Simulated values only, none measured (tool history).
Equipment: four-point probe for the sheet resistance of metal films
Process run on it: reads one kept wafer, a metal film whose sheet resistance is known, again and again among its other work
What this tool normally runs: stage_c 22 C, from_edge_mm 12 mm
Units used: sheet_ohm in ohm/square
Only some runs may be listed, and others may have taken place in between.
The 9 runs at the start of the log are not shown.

run	hour	stage_c	from_edge_mm	sheet_ohm
10	385.3	28	42	0.578946
11	450.7	28	42	0.578906
12	498.4	33	12	0.577380
13	546.0	33	12	0.577781
14	582.1	22	12	0.582170
15	617.8	22	68	0.581381
16	679.1	22	68	0.581493
17	716.9	22	18	0.581786
18	787.2	22	12	0.582290
19	816.3	22	12	0.582333
20	871.8	22	12	0.582347
21	924.4	19	15	0.583521
22	982.9	19	15	0.583410
23	1026.1	23	4	0.586447
24	1069.5	25	6	0.582938
25	1110.6	25	6	0.582894
26	1153.2	25	6	0.582899
27	1203.8	31	5	0.581541
28	1237.4	20	16	0.583223
29	1272.8	22	19	0.582290
30	1335.6	22	19	0.582456
31	1365.9	22	5	0.585526

Run 32, settings as shown, results not yet in. Your forecast:
32	1428.2	24	55	?

{"run 32": {"sheet_ohm": 0.581599}}
Without the tool's hidden state the same run would have given sheet_ohm 0.577237 ohm/square.
